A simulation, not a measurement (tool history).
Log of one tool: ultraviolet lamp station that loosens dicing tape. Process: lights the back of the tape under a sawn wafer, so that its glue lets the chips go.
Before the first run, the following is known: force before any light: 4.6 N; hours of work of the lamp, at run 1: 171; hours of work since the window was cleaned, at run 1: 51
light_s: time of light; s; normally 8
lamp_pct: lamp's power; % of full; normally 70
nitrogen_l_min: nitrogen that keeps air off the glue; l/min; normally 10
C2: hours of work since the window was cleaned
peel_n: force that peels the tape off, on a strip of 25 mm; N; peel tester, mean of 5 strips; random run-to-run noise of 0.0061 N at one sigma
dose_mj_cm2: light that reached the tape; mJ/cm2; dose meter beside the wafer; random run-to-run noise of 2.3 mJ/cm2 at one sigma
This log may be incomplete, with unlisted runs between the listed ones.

run 1 hour=0.0 | light_s=8 lamp_pct=70 nitrogen_l_min=10 | hours_of_work_of_the_lamp=171 C2=51 | peel_n=0.204 dose_mj_cm2=194
run 2 hour=6.6 | light_s=8 lamp_pct=70 nitrogen_l_min=10 | hours_of_work_of_the_lamp=175 C2=55 | peel_n=0.195 dose_mj_cm2=190
run 3 hour=11.5 | light_s=8 lamp_pct=70 nitrogen_l_min=10 | hours_of_work_of_the_lamp=178 C2=58 | peel_n=0.195 dose_mj_cm2=191
run 4 hour=20.8 | light_s=8 lamp_pct=70 nitrogen_l_min=10 | hours_of_work_of_the_lamp=184 C2=63 | peel_n=0.214 dose_mj_cm2=190
run 5 hour=25.8 | light_s=8 lamp_pct=72 nitrogen_l_min=10 | hours_of_work_of_the_lamp=187 C2=66 | peel_n=0.206 dose_mj_cm2=196
run 6 hour=31.9 | light_s=8 lamp_pct=61 nitrogen_l_min=10 | hours_of_work_of_the_lamp=190 C2=70 | peel_n=0.272 dose_mj_cm2=165
run 7 hour=36.1 | light_s=8 lamp_pct=91 nitrogen_l_min=10 | hours_of_work_of_the_lamp=193 C2=73 | peel_n=0.137 dose_mj_cm2=247
run 8 hour=44.8 | light_s=8 lamp_pct=91 nitrogen_l_min=6 | hours_of_work_of_the_lamp=198 C2=78 | peel_n=0.195 dose_mj_cm2=246
run 9 hour=52.6 | light_s=8 lamp_pct=73 nitrogen_l_min=10 | hours_of_work_of_the_lamp=203 C2=83 | peel_n=0.180 dose_mj_cm2=196
run 10 hour=60.5 | light_s=8 lamp_pct=70 nitrogen_l_min=14 | hours_of_work_of_the_lamp=208 C2=87 | peel_n=0.169 dose_mj_cm2=190
run 11 hour=66.1 | light_s=11 lamp_pct=70 nitrogen_l_min=10 | hours_of_work_of_the_lamp=211 C2=91 | peel_n=0.133 dose_mj_cm2=255
run 12 hour=72.9 | light_s=5 lamp_pct=82 nitrogen_l_min=4 | hours_of_work_of_the_lamp=215 C2=95 | peel_n=0.797 dose_mj_cm2=140
run 13 hour=81.9 | light_s=5 lamp_pct=82 nitrogen_l_min=4 | hours_of_work_of_the_lamp=221 C2=100 | peel_n=0.811 dose_mj_cm2=135
run 14 hour=86.6 | light_s=5 lamp_pct=82 nitrogen_l_min=4 | hours_of_work_of_the_lamp=224 C2=103 | peel_n=0.834 dose_mj_cm2=139
run 15 hour=91.3 | light_s=8 lamp_pct=78 nitrogen_l_min=19 | hours_of_work_of_the_lamp=227 C2=106 | peel_n=0.126 dose_mj_cm2=208
run 16 hour=95.4 | light_s=8 lamp_pct=63 nitrogen_l_min=10 | hours_of_work_of_the_lamp=229 C2=109 | peel_n=0.252 dose_mj_cm2=171
run 17 hour=101.2 | light_s=15 lamp_pct=63 nitrogen_l_min=5 | hours_of_work_of_the_lamp=233 C2=112 | peel_n=0.150 dose_mj_cm2=315
run 18 hour=107.9 | light_s=9 lamp_pct=83 nitrogen_l_min=8 | hours_of_work_of_the_lamp=237 C2=116 | peel_n=0.141 dose_mj_cm2=250
run 19 hour=117.7 | light_s=9 lamp_pct=83 nitrogen_l_min=8 | hours_of_work_of_the_lamp=243 C2=122 | peel_n=0.148 dose_mj_cm2=250
run 20 hour=125.6 | light_s=7 lamp_pct=70 nitrogen_l_min=4 | hours_of_work_of_the_lamp=248 C2=127 | peel_n=0.618 dose_mj_cm2=164
run 21 hour=130.5 | light_s=8 lamp_pct=66 nitrogen_l_min=7 | hours_of_work_of_the_lamp=251 C2=130 | peel_n=0.325 dose_mj_cm2=172
run 22 hour=139.7 | light_s=8 lamp_pct=66 nitrogen_l_min=7 | hours_of_work_of_the_lamp=256 C2=136 | peel_n=0.324 dose_mj_cm2=175

Consider 4 possible next runs. They are alternatives, not a sequence: every one starts from the tool as it was left by run 22. What does each give?
run A hour=146.6 | light_s=8 lamp_pct=66 nitrogen_l_min=7 | hours_of_work_of_the_lamp=260 C2=140 | peel_n=? dose_mj_cm2=?
run B hour=146.6 | light_s=8 lamp_pct=64 nitrogen_l_min=17 | hours_of_work_of_the_lamp=260 C2=140 | peel_n=? dose_mj_cm2=?
run C hour=146.6 | light_s=5 lamp_pct=89 nitrogen_l_min=9 | hours_of_work_of_the_lamp=260 C2=140 | peel_n=? dose_mj_cm2=?
run D hour=146.6 | light_s=6 lamp_pct=77 nitrogen_l_min=4 | hours_of_work_of_the_lamp=260 C2=140 | peel_n=? dose_mj_cm2=?

run=A peel_n=0.336 dose_mj_cm2=173
run=B peel_n=0.183 dose_mj_cm2=166
run=C peel_n=0.394 dose_mj_cm2=145
run=D peel_n=0.708 dose_mj_cm2=151
Stripped of hidden state, with their random variation kept, the same runs would have yielded:
run=A peel_n=0.263 dose_mj_cm2=195
run=B peel_n=0.151 dose_mj_cm2=187
run=C peel_n=0.308 dose_mj_cm2=163
run=D peel_n=0.571 dose_mj_cm2=170
